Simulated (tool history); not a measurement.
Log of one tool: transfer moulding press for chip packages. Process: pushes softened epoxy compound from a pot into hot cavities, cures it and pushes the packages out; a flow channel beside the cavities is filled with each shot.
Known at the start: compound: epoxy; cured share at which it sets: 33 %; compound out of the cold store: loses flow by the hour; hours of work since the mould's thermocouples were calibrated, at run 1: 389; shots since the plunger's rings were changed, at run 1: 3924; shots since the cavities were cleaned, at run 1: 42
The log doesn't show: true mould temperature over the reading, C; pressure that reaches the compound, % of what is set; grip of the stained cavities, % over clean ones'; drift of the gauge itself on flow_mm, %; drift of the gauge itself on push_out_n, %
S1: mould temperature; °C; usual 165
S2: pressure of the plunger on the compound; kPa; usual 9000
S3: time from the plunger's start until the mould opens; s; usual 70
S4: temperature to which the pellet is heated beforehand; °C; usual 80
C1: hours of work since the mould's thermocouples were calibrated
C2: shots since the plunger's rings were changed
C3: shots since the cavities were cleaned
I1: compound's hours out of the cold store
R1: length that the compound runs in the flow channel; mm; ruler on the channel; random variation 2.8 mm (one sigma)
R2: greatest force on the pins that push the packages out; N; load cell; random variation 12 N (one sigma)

run	day	S1	S2	S3	S4	C1	C2	C3	I1	R1	R2
1	0.000	165	9000	70	80	389	3924	42	41.5	618	624
# day 1.254: plunger's sealing rings changed
# day 1.317: cavities cleaned with cleaning compound and waxed
2	2.108	165	9000	70	80	424	318	318	29.2	685	848
# day 2.667: cavities cleaned with cleaning compound and waxed
# day 3.954: cavities cleaned with cleaning compound and waxed
3	4.688	165	9000	70	80	469	1306	295	24.6	694	867
# day 5.300: cavities cleaned with cleaning compound and waxed
# day 6.550: cavities cleaned with cleaning compound and waxed
4	6.654	165	9000	70	80	503	2047	42	33.5	659	633
# day 7.867: cavities cleaned with cleaning compound and waxed
# day 9.096: cavities cleaned with cleaning compound and waxed
5	9.646	165	9000	70	80	556	3200	220	26.0	677	806
# day 10.417: cavities cleaned with cleaning compound and waxed
6	11.512	165	9000	70	80	589	3927	441	36.9	629	922
# day 11.854: mould's thermocouples calibrated
# day 11.917: cavities cleaned with cleaning compound and waxed
# day 13.054: plunger's sealing rings changed
# day 13.258: cavities cleaned with cleaning compound and waxed
7	13.975	165	9000	70	80	35	346	288	19.8	716	782
# day 14.742: cavities cleaned with cleaning compound and waxed
# day 16.212: cavities cleaned with cleaning compound and waxed
8	17.167	158	9000	56	80	91	1581	385	45.3	633	2132
# day 17.579: cavities cleaned with cleaning compound and waxed
9	18.546	173	9000	70	80	115	2112	391	20.4	687	625
# day 19.050: cavities cleaned with cleaning compound and waxed
# day 20.504: cavities cleaned with cleaning compound and waxed
10	20.533	158	9000	70	78	150	2861	13	42.6	634	910
# day 21.892: cavities cleaned with cleaning compound and waxed
11	22.750	166	7360	85	80	189	3728	346	13.1	642	619

Forecast each of these 3 alternatives for the next run:
# day 23.371: cavities cleaned with cleaning compound and waxed
# day 24.504: plunger's sealing rings changed
# day 24.829: cavities cleaned with cleaning compound and waxed
A	24.992	165	10230	70	80	226	171	65	41.7	?	?
# day 23.371: cavities cleaned with cleaning compound and waxed
# day 24.504: plunger's sealing rings changed
# day 24.829: cavities cleaned with cleaning compound and waxed
B	24.992	159	10170	85	80	226	171	65	24.7	?	?
# day 23.371: cavities cleaned with cleaning compound and waxed
# day 24.504: plunger's sealing rings changed
# day 24.829: cavities cleaned with cleaning compound and waxed
C	24.992	166	7360	85	85	226	171	65	38.8	?	?

run	R1	R2
A	685	573
B	754	596
C	588	454
Without the tool's hidden state the same runs would have given:
run	R1	R2
A	686	514
B	755	535
C	589	410

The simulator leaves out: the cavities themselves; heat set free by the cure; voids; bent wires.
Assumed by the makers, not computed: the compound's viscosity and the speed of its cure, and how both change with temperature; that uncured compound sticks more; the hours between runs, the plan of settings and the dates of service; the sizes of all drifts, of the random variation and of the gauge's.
